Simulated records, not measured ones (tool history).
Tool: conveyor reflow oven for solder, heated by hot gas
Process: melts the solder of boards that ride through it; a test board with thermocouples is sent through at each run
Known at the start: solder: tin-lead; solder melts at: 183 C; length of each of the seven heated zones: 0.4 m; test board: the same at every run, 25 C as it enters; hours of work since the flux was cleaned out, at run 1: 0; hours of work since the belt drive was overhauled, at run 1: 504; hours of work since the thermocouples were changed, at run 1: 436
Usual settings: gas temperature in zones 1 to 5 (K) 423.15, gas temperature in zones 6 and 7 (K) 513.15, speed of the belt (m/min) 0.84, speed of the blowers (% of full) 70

run,hour,gas temperature in zones 1 to 5 (K),gas temperature in zones 6 and 7 (K),speed of the belt (m/min),speed of the blowers (% of full),hours of work since the flux was cleaned out,hours of work since the belt drive was overhauled,hours of work since the thermocouples were changed,highest temperature of the board (K),time above the solder's melting point (s)
1,0,423.15,513.15,0.84,70,0,504,436,496.05,48.3
2,65.8,423.15,513.15,0.84,70,45,549,480,497.05,48.9
3,139.3,419.15,513.15,0.84,70,94,598,530,495.25,46.7
4,174.1,419.15,513.15,0.736,70,118,622,554,499.65,57
5,242.3,423.15,513.15,0.84,70,164,668,600,496.35,48.9
6,307.8,423.15,517.15,0.84,70,208,713,644,499.45,50.3
# hour 324.5: flux residue cleaned out of gas plates and filters
7,355.2,423.15,517.15,0.904,70,21,741,673,497.25,46.4
8,423.4,423.15,513.15,0.772,70,67,787,719,499.05,55.3
9,473.5,423.15,513.15,0.772,70,101,821,753,498.75,53.9
10,546.3,423.15,513.15,0.769,70,150,871,802,498.05,55.8
11,619.3,423.15,513.15,0.769,70,200,920,852,498.65,55
# hour 646.6: flux residue cleaned out of gas plates and filters
12,673.1,423.15,513.15,0.769,70,18,953,885,498.75,54.8
13,729.9,423.15,513.15,0.769,70,56,992,923,498.45,55.1
14,803.7,423.15,513.15,0.769,70,106,1042,973,499.05,55.5
15,851.4,423.15,513.15,0.769,70,139,1074,1006,498.85,55.2
16,906.2,416.15,520.15,0.84,70,176,1111,1043,501.25,49.2
# hour 920: belt drive overhauled, speed set with a stopwatch
17,960.6,416.15,520.15,0.84,70,210,28,1077,500.65,49.4
# hour 971: flux residue cleaned out of gas plates and filters
18,1005.2,421.15,513.15,0.872,82,23,54,1104,497.45,47
19,1049,428.15,514.15,0.74,62,53,84,1133,500.15,59.1
# hour 1093.4: thermocouples of zones 6 and 7 changed
20,1125.7,431.15,514.15,0.74,62,103,135,22,500.45,60.1
21,1166.7,423.15,513.15,0.931,70,131,162,50,493.15,41.7
22,1200,423.15,506.15,0.977,70,154,185,72,485.55,36.2
23,1274,409.15,523.15,0.84,70,204,235,122,502.05,47.8
# hour 1295.2: flux residue cleaned out of gas plates and filters
24,1333.1,428.15,523.15,0.673,70,26,272,159,511.25,69.7
25,1379.3,423.15,513.15,0.719,70,57,303,190,499.55,59.5
26,1450,410.15,503.15,0.719,70,105,351,238,489.95,49.4
27,1521.4,418.15,512.15,1.007,72,153,399,287,488.55,34.6
28,1569.6,423.15,513.15,0.84,80,186,432,319,497.45,49.8
# hour 1617.3: flux residue cleaned out of gas plates and filters
29,1642.8,423.15,513.15,0.84,80,17,478,365,497.95,49.3
30,1685.7,420.15,528.15,0.839,69,46,507,394,507.45,53.4

Hidden state at the last listed run before each entry between runs and at the first one after, where it differs:
Between runs 6 and 7: flux residue cleaned out of gas plates and filters (hour 324.5)
  heat that the gas passes to the board, % of a clean oven's: 99.4 -> 99.9; belt's true speed, % of the reading: 99.87 -> 99.86; true gas temperature in zones 6 and 7 over the reading, C: 0.2 -> 0.21
Between runs 11 and 12: flux residue cleaned out of gas plates and filters (hour 646.6)
  heat that the gas passes to the board, % of a clean oven's: 99.4 -> 99.9; belt's true speed, % of the reading: 99.83 -> 99.82; true gas temperature in zones 6 and 7 over the reading, C: 0.26 -> 0.27
Between runs 16 and 17: belt drive overhauled, speed set with a stopwatch (hour 920)
  heat that the gas passes to the board, % of a clean oven's: 99.5 -> 99.4; belt's true speed, % of the reading: 99.79 -> 100; true gas temperature in zones 6 and 7 over the reading, C: 0.31 -> 0.32
Between runs 17 and 18: flux residue cleaned out of gas plates and filters (hour 971)
  heat that the gas passes to the board, % of a clean oven's: 99.4 -> 99.9; belt's true speed, % of the reading: 100 -> 99.99; true gas temperature in zones 6 and 7 over the reading, C: 0.32 -> 0.33
Between runs 19 and 20: thermocouples of zones 6 and 7 changed (hour 1093.4)
  heat that the gas passes to the board, % of a clean oven's: 99.8 -> 99.6; belt's true speed, % of the reading: 99.99 -> 99.98; true gas temperature in zones 6 and 7 over the reading, C: 0.34 -> 0.04
Between runs 23 and 24: flux residue cleaned out of gas plates and filters (hour 1295.2)
  heat that the gas passes to the board, % of a clean oven's: 99.4 -> 99.9; belt's true speed, % of the reading: 99.96 -> 99.95; true gas temperature in zones 6 and 7 over the reading, C: 0.07 -> 0.08
Between runs 28 and 29: flux residue cleaned out of gas plates and filters (hour 1617.3)
  heat that the gas passes to the board, % of a clean oven's: 99.5 -> 99.9; belt's true speed, % of the reading: 99.92 -> 99.91; true gas temperature in zones 6 and 7 over the reading, C: 0.12 -> 0.13
